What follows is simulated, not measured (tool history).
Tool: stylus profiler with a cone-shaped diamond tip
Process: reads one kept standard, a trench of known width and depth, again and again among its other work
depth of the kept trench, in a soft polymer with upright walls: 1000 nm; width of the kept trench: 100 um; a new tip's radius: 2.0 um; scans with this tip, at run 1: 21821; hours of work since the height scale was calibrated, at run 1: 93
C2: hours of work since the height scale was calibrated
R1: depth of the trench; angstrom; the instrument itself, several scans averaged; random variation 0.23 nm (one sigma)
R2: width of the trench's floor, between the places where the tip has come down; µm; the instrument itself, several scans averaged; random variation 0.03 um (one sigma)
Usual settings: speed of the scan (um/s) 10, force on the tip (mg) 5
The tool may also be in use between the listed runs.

run 1 hour=0 | speed_of_the_scan_(um/s)=10 force_on_the_tip_(mg)=5 | scans_with_this_tip=21821 C2=93 | R1=10212.4 R2=95.48
run 2 hour=78.9 | speed_of_the_scan_(um/s)=10 force_on_the_tip_(mg)=8.99 | scans_with_this_tip=22317 C2=143 | R1=10310 R2=95.43
run 3 hour=183.8 | speed_of_the_scan_(um/s)=10 force_on_the_tip_(mg)=5 | scans_with_this_tip=22977 C2=209 | R1=10210.2 R2=95.42
run 4 hour=239 | speed_of_the_scan_(um/s)=10 force_on_the_tip_(mg)=5 | scans_with_this_tip=23325 C2=244 | R1=10211.5 R2=95.48
run 5 hour=324.9 | speed_of_the_scan_(um/s)=10 force_on_the_tip_(mg)=5 | scans_with_this_tip=23865 C2=298 | R1=10204.8 R2=95.43
run 6 hour=445 | speed_of_the_scan_(um/s)=5 force_on_the_tip_(mg)=5 | scans_with_this_tip=24621 C2=374 | R1=10210.2 R2=95.31
run 7 hour=499.6 | speed_of_the_scan_(um/s)=5 force_on_the_tip_(mg)=5 | scans_with_this_tip=24964 C2=408 | R1=10205.8 R2=95.32
run 8 hour=568.7 | speed_of_the_scan_(um/s)=5 force_on_the_tip_(mg)=5 | scans_with_this_tip=25399 C2=452 | R1=10201.7 R2=95.35
run 9 hour=630.2 | speed_of_the_scan_(um/s)=2 force_on_the_tip_(mg)=5 | scans_with_this_tip=25786 C2=491 | R1=10208 R2=95.35
run 10 hour=699 | speed_of_the_scan_(um/s)=2 force_on_the_tip_(mg)=5 | scans_with_this_tip=26219 C2=534 | R1=10206.9 R2=95.27
run 11 hour=801.3 | speed_of_the_scan_(um/s)=2 force_on_the_tip_(mg)=5 | scans_with_this_tip=26862 C2=599 | R1=10204.7 R2=95.27
run 12 hour=856.3 | speed_of_the_scan_(um/s)=2 force_on_the_tip_(mg)=5 | scans_with_this_tip=27209 C2=634 | R1=10204.5 R2=95.25
run 13 hour=926.3 | speed_of_the_scan_(um/s)=2 force_on_the_tip_(mg)=5 | scans_with_this_tip=27649 C2=678 | R1=10202.6 R2=95.23
run 14 hour=994.9 | speed_of_the_scan_(um/s)=2 force_on_the_tip_(mg)=5 | scans_with_this_tip=28081 C2=721 | R1=10202.5 R2=95.18
run 15 hour=1102.7 | speed_of_the_scan_(um/s)=2 force_on_the_tip_(mg)=5 | scans_with_this_tip=28759 C2=789 | R1=10203.6 R2=95.14
run 16 hour=1181 | speed_of_the_scan_(um/s)=10 force_on_the_tip_(mg)=5 | scans_with_this_tip=29251 C2=839 | R1=10205.9 R2=95.11
run 17 hour=1259.9 | speed_of_the_scan_(um/s)=10 force_on_the_tip_(mg)=9.9 | scans_with_this_tip=29748 C2=888 | R1=10318.6 R2=95.16
run 18 hour=1380.3 | speed_of_the_scan_(um/s)=10 force_on_the_tip_(mg)=9.9 | scans_with_this_tip=30506 C2=964 | R1=10322.5 R2=95.16
run 19 hour=1469 | speed_of_the_scan_(um/s)=10 force_on_the_tip_(mg)=9.9 | scans_with_this_tip=31064 C2=1020 | R1=10325.4 R2=95.08
run 20 hour=1524.3 | speed_of_the_scan_(um/s)=10 force_on_the_tip_(mg)=9.9 | scans_with_this_tip=31412 C2=1055 | R1=10316.5 R2=95.1
-- hour=1594.2 new tip fitted, height scale calibrated
run 21 hour=1613.8 | speed_of_the_scan_(um/s)=10 force_on_the_tip_(mg)=9.9 | scans_with_this_tip=123 C2=12 | R1=10333 R2=96.6
run 22 hour=1742.2 | speed_of_the_scan_(um/s)=10 force_on_the_tip_(mg)=9.9 | scans_with_this_tip=931 C2=93 | R1=10334.3 R2=96.5
run 23 hour=1799.9 | speed_of_the_scan_(um/s)=10 force_on_the_tip_(mg)=3.21 | scans_with_this_tip=1294 C2=130 | R1=10156.2 R2=96.49
run 24 hour=1852.6 | speed_of_the_scan_(um/s)=29 force_on_the_tip_(mg)=13.27 | scans_with_this_tip=1626 C2=163 | R1=10401.2 R2=96.51
run 25 hour=1956.2 | speed_of_the_scan_(um/s)=14 force_on_the_tip_(mg)=2.25 | scans_with_this_tip=2277 C2=229 | R1=10119.5 R2=96.47
run 26 hour=2024 | speed_of_the_scan_(um/s)=3 force_on_the_tip_(mg)=4.5 | scans_with_this_tip=2704 C2=271 | R1=10195.8 R2=96.44
run 27 hour=2119.8 | speed_of_the_scan_(um/s)=37 force_on_the_tip_(mg)=3.8 | scans_with_this_tip=3307 C2=332 | R1=10173.3 R2=96.39
run 28 hour=2221.3 | speed_of_the_scan_(um/s)=37 force_on_the_tip_(mg)=3.8 | scans_with_this_tip=3946 C2=396 | R1=10169.3 R2=96.36
run 29 hour=2299.3 | speed_of_the_scan_(um/s)=23 force_on_the_tip_(mg)=1.97 | scans_with_this_tip=4436 C2=445 | R1=10102.4 R2=96.32
run 30 hour=2407 | speed_of_the_scan_(um/s)=9 force_on_the_tip_(mg)=7.59 | scans_with_this_tip=5114 C2=513 | R1=10273.2 R2=96.27
run 31 hour=2460.6 | speed_of_the_scan_(um/s)=39 force_on_the_tip_(mg)=4.08 | scans_with_this_tip=5451 C2=547 | R1=10177.9 R2=96.24
run 32 hour=2560.3 | speed_of_the_scan_(um/s)=8 force_on_the_tip_(mg)=3.46 | scans_with_this_tip=6078 C2=610 | R1=10154.8 R2=96.25
run 33 hour=2662.1 | speed_of_the_scan_(um/s)=8 force_on_the_tip_(mg)=3.46 | scans_with_this_tip=6719 C2=674 | R1=10158.7 R2=96.18
run 34 hour=2791.4 | speed_of_the_scan_(um/s)=8 force_on_the_tip_(mg)=1.79 | scans_with_this_tip=7533 C2=756 | R1=10098.7 R2=96.16
run 35 hour=2863.7 | speed_of_the_scan_(um/s)=3 force_on_the_tip_(mg)=1.72 | scans_with_this_tip=7987 C2=802 | R1=10095 R2=96.15
run 36 hour=2924.5 | speed_of_the_scan_(um/s)=10 force_on_the_tip_(mg)=3.63 | scans_with_this_tip=8370 C2=840 | R1=10160.8 R2=96.09
run 37 hour=3011.9 | speed_of_the_scan_(um/s)=10 force_on_the_tip_(mg)=3.63 | scans_with_this_tip=8920 C2=895 | R1=10156.2 R2=96.12
run 38 hour=3095.2 | speed_of_the_scan_(um/s)=11 force_on_the_tip_(mg)=9.31 | scans_with_this_tip=9444 C2=948 | R1=10311.3 R2=96.11
run 39 hour=3199.6 | speed_of_the_scan_(um/s)=10 force_on_the_tip_(mg)=7.9 | scans_with_this_tip=10101 C2=1014 | R1=10274.9 R2=96.09
run 40 hour=3327.5 | speed_of_the_scan_(um/s)=10 force_on_the_tip_(mg)=7.9 | scans_with_this_tip=10906 C2=1095 | R1=10267.6 R2=95.98
run 41 hour=3454.4 | speed_of_the_scan_(um/s)=10 force_on_the_tip_(mg)=7.9 | scans_with_this_tip=11704 C2=1175 | R1=10268.1 R2=95.97
run 42 hour=3571.8 | speed_of_the_scan_(um/s)=10 force_on_the_tip_(mg)=7.9 | scans_with_this_tip=12442 C2=1249 | R1=10272.8 R2=95.99
run 43 hour=3638 | speed_of_the_scan_(um/s)=25 force_on_the_tip_(mg)=8.73 | scans_with_this_tip=12859 C2=1291 | R1=10286.3 R2=95.91
run 44 hour=3765.6 | speed_of_the_scan_(um/s)=3 force_on_the_tip_(mg)=8.67 | scans_with_this_tip=13662 C2=1371 | R1=10287.4 R2=95.91
run 45 hour=3879 | speed_of_the_scan_(um/s)=32 force_on_the_tip_(mg)=1.69 | scans_with_this_tip=14376 C2=1443 | R1=10083.5 R2=95.75

4 ways to go on from here, each from the tool as it stands after run 45. What would each give?
run A hour=3952.6 | speed_of_the_scan_(um/s)=10 force_on_the_tip_(mg)=13.19 | scans_with_this_tip=14838 C2=1489 | R1=? R2=?
run B hour=3952.6 | speed_of_the_scan_(um/s)=7 force_on_the_tip_(mg)=1.69 | scans_with_this_tip=14838 C2=1489 | R1=? R2=?
run C hour=3952.6 | speed_of_the_scan_(um/s)=9 force_on_the_tip_(mg)=6.59 | scans_with_this_tip=14838 C2=1489 | R1=? R2=?
run D hour=3952.6 | speed_of_the_scan_(um/s)=2 force_on_the_tip_(mg)=6.38 | scans_with_this_tip=14838 C2=1489 | R1=? R2=?

run=A R1=10381.4 R2=95.87
run=B R1=10081.8 R2=95.76
run=C R1=10231.8 R2=95.82
run=D R1=10227.8 R2=95.83
Without the tool's hidden state the same runs would have given:
run=A R1=10400.5 R2=96.57
run=B R1=10100.3 R2=96.46
run=C R1=10250.7 R2=96.52
run=D R1=10246.7 R2=96.53

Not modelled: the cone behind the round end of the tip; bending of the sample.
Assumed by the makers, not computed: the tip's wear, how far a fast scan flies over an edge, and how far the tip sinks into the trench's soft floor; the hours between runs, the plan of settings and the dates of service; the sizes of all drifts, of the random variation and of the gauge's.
